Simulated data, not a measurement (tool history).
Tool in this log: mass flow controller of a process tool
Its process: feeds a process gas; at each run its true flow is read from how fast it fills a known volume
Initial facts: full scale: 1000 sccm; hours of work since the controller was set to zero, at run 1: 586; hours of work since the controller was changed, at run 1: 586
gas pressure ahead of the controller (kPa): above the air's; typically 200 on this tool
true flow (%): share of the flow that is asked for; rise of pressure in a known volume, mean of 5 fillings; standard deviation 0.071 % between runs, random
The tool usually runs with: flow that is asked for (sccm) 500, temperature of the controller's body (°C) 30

run	day	flow that is asked for (sccm)	gas pressure ahead of the controller (kPa)	temperature of the controller's body (°C)	hours of work since the controller was set to zero	hours of work since the controller was changed	true flow (%)
1	0.000	500	200	30	586	586	99.48
2	10.312	500	200	30	703	703	99.58
3	28.112	500	200	30	904	904	99.49
4	38.558	500	200	30	1022	1022	99.42
5	48.004	500	200	30	1129	1129	99.57
6	65.375	500	200	30	1326	1326	99.44
7	84.117	867	200	30	1538	1538	100.16
8	99.267	867	200	30	1709	1709	100.15
9	112.029	867	200	30	1854	1854	100.17
10	132.254	393	268	30	2083	2083	99.74
11	142.479	194	175	30	2198	2198	98.80
12	153.338	433	192	30	2321	2321	99.45
13	163.550	500	147	36	2437	2437	99.55
14	179.908	836	147	36	2622	2622	99.96
15	191.304	249	154	23	2751	2751	98.40
16	212.538	500	274	30	2991	2991	100.05
17	227.221	500	199	30	3157	3157	99.59
18	240.533	500	199	30	3308	3308	99.57

Here are 5 independent what-if runs from the current tool condition. What would each one return?
A	257.246	500	225	40	3497	3497	?
B	257.246	128	166	30	3497	3497	?
C	257.246	500	199	26	3497	3497	?
D	257.246	500	199	28	3497	3497	?
E	257.246	500	262	20	3497	3497	?

run	true flow (%)
A	100.28
B	98.75
C	99.20
D	99.26
E	99.22
Stripped of hidden state, with their random variation kept, the same runs would have yielded:
run	true flow (%)
A	100.28
B	98.77
C	99.20
D	99.26
E	99.23
